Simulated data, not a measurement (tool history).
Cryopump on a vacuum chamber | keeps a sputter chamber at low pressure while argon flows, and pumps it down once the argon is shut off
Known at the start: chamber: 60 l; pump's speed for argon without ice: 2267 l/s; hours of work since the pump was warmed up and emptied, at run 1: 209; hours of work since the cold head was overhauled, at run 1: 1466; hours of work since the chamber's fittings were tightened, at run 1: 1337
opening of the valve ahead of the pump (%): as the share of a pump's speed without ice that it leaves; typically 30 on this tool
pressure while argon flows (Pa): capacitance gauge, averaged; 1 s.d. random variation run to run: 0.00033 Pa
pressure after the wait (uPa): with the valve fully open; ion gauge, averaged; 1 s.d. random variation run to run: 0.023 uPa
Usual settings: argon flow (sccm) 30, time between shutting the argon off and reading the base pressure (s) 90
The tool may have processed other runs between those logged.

run    hour  argon flow (sccm)  time between shutting the argon off and reading the base pressure (s)  opening of the valve ahead of the pump (%)  hours of work since the pump was warmed up and emptied  hours of work since the cold head was overhauled  hours of work since the chamber's fittings were tightened  pressure while argon flows (Pa)  pressure after the wait (uPa)
  1       0                 30                                                                     90                                          30                                                     209                                              1466                                                       1337                           0.0758                           1.46
  2    48.5                 30                                                                     90                                          30                                                     233                                              1489                                                       1360                           0.0766                           1.51
  3    96.8                 30                                                                     90                                          18                                                     256                                              1512                                                       1383                            0.126                           1.42
  4   176.6                 30                                                                     90                                          21                                                     294                                              1550                                                       1422                           0.1093                           1.52
  5   229.1                 30                                                                     90                                          21                                                     319                                              1575                                                       1447                           0.1091                           1.49
  6   338.1                 30                                                                     90                                          21                                                     371                                              1628                                                       1499                           0.1096                           1.52
      374.9  -- pump warmed up, emptied and cooled again
  7     452                 30                                                                     90                                          21                                                      37                                              1680                                                       1551                            0.107                           1.43
      561.8  -- leaking fittings of the chamber tightened, without venting
  8   567.1                 30                                                                     90                                          30                                                      91                                              1734                                                          3                           0.0758                           0.83
  9   621.7                 30                                                                     90                                          46                                                     117                                              1760                                                         29                           0.0495                           0.86
 10   683.2                 30                                                                     90                                          46                                                     147                                              1789                                                         58                           0.0498                           0.85
 11   755.8                 30                                                                     90                                          46                                                     181                                              1824                                                         93                           0.0505                           0.89
 12     836                 30                                                                     90                                          30                                                     220                                              1862                                                        131                           0.0763                           0.87
 13   901.8                 30                                                                     90                                          30                                                     251                                              1894                                                        163                           0.0771                           0.92
 14   963.5                 30                                                                     90                                          30                                                     281                                              1923                                                        192                           0.0771                           0.92
 15  1041.6                 30                                                                     90                                          30                                                     318                                              1961                                                        230                           0.0774                           0.95
 16  1101.9                 30                                                                    169                                          30                                                     347                                              1990                                                        258                           0.0776                           0.68

Estimate the outcome of run 17 from the log above:
 17  1177.4                 30                                                                    169                                          30                                                     383                                              2026                                                        294                                ?                              ?

pressure while argon flows (Pa): 0.0787
pressure after the wait (uPa): 0.7
On a tool with no hidden condition, and with the same random variation, this run would have come out at pressure while argon flows (Pa) 0.0751, pressure after the wait (uPa) 0.52.
